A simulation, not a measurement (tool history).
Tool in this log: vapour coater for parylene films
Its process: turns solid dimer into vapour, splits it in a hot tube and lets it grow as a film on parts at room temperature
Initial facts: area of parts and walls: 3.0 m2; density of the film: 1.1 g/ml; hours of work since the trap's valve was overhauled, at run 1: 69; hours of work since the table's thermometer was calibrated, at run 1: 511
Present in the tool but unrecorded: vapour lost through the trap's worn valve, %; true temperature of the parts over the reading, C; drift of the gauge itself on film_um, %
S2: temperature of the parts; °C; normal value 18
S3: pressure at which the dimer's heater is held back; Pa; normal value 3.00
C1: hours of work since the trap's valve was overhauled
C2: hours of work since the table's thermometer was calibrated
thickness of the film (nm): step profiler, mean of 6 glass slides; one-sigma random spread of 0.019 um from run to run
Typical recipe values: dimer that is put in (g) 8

run 1 hour=0.0 | dimer_that_is_put_in_(g)=8 S2=18 S3=3.00 | C1=69 C2=511 | thickness_of_the_film_(nm)=1800
run 2 hour=48.3 | dimer_that_is_put_in_(g)=6 S2=18 S3=3.00 | C1=99 C2=542 | thickness_of_the_film_(nm)=1360
run 3 hour=88.9 | dimer_that_is_put_in_(g)=6 S2=18 S3=3.00 | C1=125 C2=568 | thickness_of_the_film_(nm)=1360
run 4 hour=122.0 | dimer_that_is_put_in_(g)=10 S2=18 S3=3.00 | C1=146 C2=588 | thickness_of_the_film_(nm)=2230
run 5 hour=185.0 | dimer_that_is_put_in_(g)=10 S2=18 S3=3.00 | C1=186 C2=628 | thickness_of_the_film_(nm)=2200
run 6 hour=215.8 | dimer_that_is_put_in_(g)=10 S2=18 S3=3.00 | C1=205 C2=648 | thickness_of_the_film_(nm)=2240
run 7 hour=247.0 | dimer_that_is_put_in_(g)=3 S2=18 S3=3.00 | C1=225 C2=667 | thickness_of_the_film_(nm)=660
run 8 hour=300.0 | dimer_that_is_put_in_(g)=8 S2=18 S3=3.00 | C1=258 C2=701 | thickness_of_the_film_(nm)=1760
run 9 hour=363.0 | dimer_that_is_put_in_(g)=8 S2=18 S3=3.00 | C1=298 C2=741 | thickness_of_the_film_(nm)=1770
run 10 hour=394.9 | dimer_that_is_put_in_(g)=8 S2=18 S3=3.00 | C1=318 C2=761 | thickness_of_the_film_(nm)=1770
run 11 hour=433.0 | dimer_that_is_put_in_(g)=8 S2=18 S3=3.00 | C1=342 C2=785 | thickness_of_the_film_(nm)=1730
run 12 hour=494.5 | dimer_that_is_put_in_(g)=8 S2=18 S3=6.11 | C1=381 C2=823 | thickness_of_the_film_(nm)=1560
run 13 hour=536.2 | dimer_that_is_put_in_(g)=8 S2=18 S3=6.11 | C1=407 C2=850 | thickness_of_the_film_(nm)=1540
run 14 hour=574.9 | dimer_that_is_put_in_(g)=8 S2=18 S3=6.11 | C1=432 C2=874 | thickness_of_the_film_(nm)=1530
run 15 hour=632.9 | dimer_that_is_put_in_(g)=8 S2=24 S3=3.00 | C1=468 C2=911 | thickness_of_the_film_(nm)=1250
run 16 hour=662.7 | dimer_that_is_put_in_(g)=8 S2=24 S3=3.00 | C1=487 C2=930 | thickness_of_the_film_(nm)=1270
run 17 hour=726.6 | dimer_that_is_put_in_(g)=8 S2=18 S3=3.00 | C1=527 C2=970 | thickness_of_the_film_(nm)=1710
run 18 hour=757.6 | dimer_that_is_put_in_(g)=8 S2=18 S3=3.00 | C1=547 C2=989 | thickness_of_the_film_(nm)=1660
run 19 hour=822.1 | dimer_that_is_put_in_(g)=8 S2=18 S3=3.00 | C1=588 C2=1030 | thickness_of_the_film_(nm)=1690
run 20 hour=872.3 | dimer_that_is_put_in_(g)=3 S2=18 S3=3.00 | C1=619 C2=1062 | thickness_of_the_film_(nm)=610
-- hour=891.7 trap's valve overhauled
run 21 hour=920.5 | dimer_that_is_put_in_(g)=3 S2=18 S3=3.00 | C1=18 C2=1090 | thickness_of_the_film_(nm)=580
run 22 hour=981.5 | dimer_that_is_put_in_(g)=3 S2=18 S3=3.00 | C1=57 C2=1128 | thickness_of_the_film_(nm)=580
run 23 hour=1010.1 | dimer_that_is_put_in_(g)=3 S2=18 S3=3.00 | C1=75 C2=1146 | thickness_of_the_film_(nm)=580
-- hour=1035.8 trap's valve overhauled, once more
run 24 hour=1054.7 | dimer_that_is_put_in_(g)=3 S2=18 S3=3.00 | C1=12 C2=1172 | thickness_of_the_film_(nm)=690
run 25 hour=1106.1 | dimer_that_is_put_in_(g)=9 S2=18 S3=3.00 | C1=44 C2=1204 | thickness_of_the_film_(nm)=2000
run 26 hour=1155.8 | dimer_that_is_put_in_(g)=8 S2=13 S3=6.89 | C1=76 C2=1236 | thickness_of_the_film_(nm)=1970
run 27 hour=1198.6 | dimer_that_is_put_in_(g)=11 S2=13 S3=4.54 | C1=103 C2=1263 | thickness_of_the_film_(nm)=2910
run 28 hour=1248.7 | dimer_that_is_put_in_(g)=3 S2=18 S3=3.00 | C1=134 C2=1294 | thickness_of_the_film_(nm)=670
run 29 hour=1297.6 | dimer_that_is_put_in_(g)=8 S2=24 S3=3.98 | C1=165 C2=1325 | thickness_of_the_film_(nm)=1260
run 30 hour=1326.8 | dimer_that_is_put_in_(g)=8 S2=24 S3=3.98 | C1=184 C2=1344 | thickness_of_the_film_(nm)=1250
run 31 hour=1377.6 | dimer_that_is_put_in_(g)=8 S2=24 S3=3.98 | C1=216 C2=1376 | thickness_of_the_film_(nm)=1270
run 32 hour=1412.9 | dimer_that_is_put_in_(g)=8 S2=24 S3=3.98 | C1=238 C2=1398 | thickness_of_the_film_(nm)=1250
run 33 hour=1455.6 | dimer_that_is_put_in_(g)=5 S2=18 S3=3.00 | C1=265 C2=1425 | thickness_of_the_film_(nm)=1090
run 34 hour=1501.3 | dimer_that_is_put_in_(g)=5 S2=25 S3=8.48 | C1=294 C2=1454 | thickness_of_the_film_(nm)=640
run 35 hour=1561.8 | dimer_that_is_put_in_(g)=5 S2=18 S3=3.00 | C1=332 C2=1492 | thickness_of_the_film_(nm)=1080
run 36 hour=1624.3 | dimer_that_is_put_in_(g)=9 S2=22 S3=5.63 | C1=371 C2=1531 | thickness_of_the_film_(nm)=1410
run 37 hour=1677.8 | dimer_that_is_put_in_(g)=6 S2=10 S3=5.94 | C1=405 C2=1565 | thickness_of_the_film_(nm)=1670
run 38 hour=1707.7 | dimer_that_is_put_in_(g)=11 S2=10 S3=9.31 | C1=424 C2=1584 | thickness_of_the_film_(nm)=2860
run 39 hour=1760.2 | dimer_that_is_put_in_(g)=11 S2=10 S3=9.31 | C1=457 C2=1617 | thickness_of_the_film_(nm)=2820
run 40 hour=1793.4 | dimer_that_is_put_in_(g)=6 S2=14 S3=3.49 | C1=478 C2=1638 | thickness_of_the_film_(nm)=1490
run 41 hour=1838.5 | dimer_that_is_put_in_(g)=3 S2=10 S3=6.52 | C1=506 C2=1666 | thickness_of_the_film_(nm)=800
run 42 hour=1884.9 | dimer_that_is_put_in_(g)=3 S2=10 S3=6.52 | C1=536 C2=1696 | thickness_of_the_film_(nm)=830
run 43 hour=1912.2 | dimer_that_is_put_in_(g)=3 S2=18 S3=2.54 | C1=553 C2=1713 | thickness_of_the_film_(nm)=680
run 44 hour=1949.0 | dimer_that_is_put_in_(g)=3 S2=18 S3=2.54 | C1=576 C2=1736 | thickness_of_the_film_(nm)=650
run 45 hour=2010.0 | dimer_that_is_put_in_(g)=7 S2=12 S3=5.95 | C1=615 C2=1775 | thickness_of_the_film_(nm)=1720
-- hour=2039.1 trap's valve overhauled
run 46 hour=2069.3 | dimer_that_is_put_in_(g)=6 S2=18 S3=2.86 | C1=19 C2=1809 | thickness_of_the_film_(nm)=1350
run 47 hour=2127.8 | dimer_that_is_put_in_(g)=13 S2=18 S3=9.49 | C1=56 C2=1846 | thickness_of_the_film_(nm)=2400

Take each entry between the runs: how does the hidden state at the last listed run before it differ from the hidden state at the first listed run after it?
Logged between run 20 and run 21: trap's valve overhauled (hour 891.7)
  vapour lost through the trap's worn valve, %: 8.7 -> 14.7
  what was measured, less what the result would be without the hidden state, thickness of the film (nm): -70 -> -110
Logged between run 23 and run 24: trap's valve overhauled, once more (hour 1035.8)
  vapour lost through the trap's worn valve, %: 15.5 -> 0.7; true temperature of the parts over the reading, C: 0.28 -> 0.29
  what was measured, less what the result would be without the hidden state, thickness of the film (nm): -110 -> -10
Logged between run 45 and run 46: trap's valve overhauled (hour 2039.1)
  vapour lost through the trap's worn valve, %: 8.8 -> 1; true temperature of the parts over the reading, C: 0.41 -> 0.42
  what was measured, less what the result would be without the hidden state, thickness of the film (nm): -210 -> -40
